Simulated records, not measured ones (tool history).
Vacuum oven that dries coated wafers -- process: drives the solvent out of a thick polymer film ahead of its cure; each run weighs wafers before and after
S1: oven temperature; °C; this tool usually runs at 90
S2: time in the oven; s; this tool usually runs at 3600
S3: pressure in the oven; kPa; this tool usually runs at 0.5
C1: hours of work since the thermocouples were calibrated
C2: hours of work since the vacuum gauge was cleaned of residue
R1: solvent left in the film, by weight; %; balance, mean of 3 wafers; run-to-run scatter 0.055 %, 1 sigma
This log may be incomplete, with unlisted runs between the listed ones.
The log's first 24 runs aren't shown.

run 25 hour=233.6 | S1=90 S2=1920 S3=0.5 | C1=437 C2=321 | R1=5.42
run 26 hour=239.1 | S1=90 S2=1920 S3=0.5 | C1=439 C2=324 | R1=5.35
run 27 hour=249.5 | S1=103 S2=2280 S3=0.5 | C1=444 C2=328 | R1=0.85
run 28 hour=259.7 | S1=76 S2=2280 S3=0.824 | C1=448 C2=333 | R1=11.38
run 29 hour=269.8 | S1=93 S2=3240 S3=0.5 | C1=452 C2=337 | R1=1.88
run 30 hour=282.9 | S1=93 S2=3240 S3=1.592 | C1=458 C2=342 | R1=3.33
run 31 hour=293.7 | S1=93 S2=3240 S3=1.592 | C1=463 C2=347 | R1=3.45
run 32 hour=306.9 | S1=94 S2=6000 S3=0.5 | C1=468 C2=353 | R1=0.82
run 33 hour=320.1 | S1=90 S2=6300 S3=0.54 | C1=474 C2=358 | R1=1.18
run 34 hour=327.8 | S1=79 S2=3060 S3=1.968 | C1=477 C2=362 | R1=10.75
run 35 hour=341.2 | S1=100 S2=2520 S3=0.63 | C1=483 C2=367 | R1=1.34
run 36 hour=348.3 | S1=102 S2=2520 S3=1.6 | C1=486 C2=370 | R1=1.97
run 37 hour=360.9 | S1=102 S2=2520 S3=1.6 | C1=491 C2=376 | R1=2.14

The next listed run, before its measurement:
run 38 hour=373.6 | S1=98 S2=2460 S3=0.396 | C1=497 C2=381 | R1=?

Run 38 yielded R1 1.4 %.
Had the tool carried no hidden state, the very same run would have given R1 1.38 %.

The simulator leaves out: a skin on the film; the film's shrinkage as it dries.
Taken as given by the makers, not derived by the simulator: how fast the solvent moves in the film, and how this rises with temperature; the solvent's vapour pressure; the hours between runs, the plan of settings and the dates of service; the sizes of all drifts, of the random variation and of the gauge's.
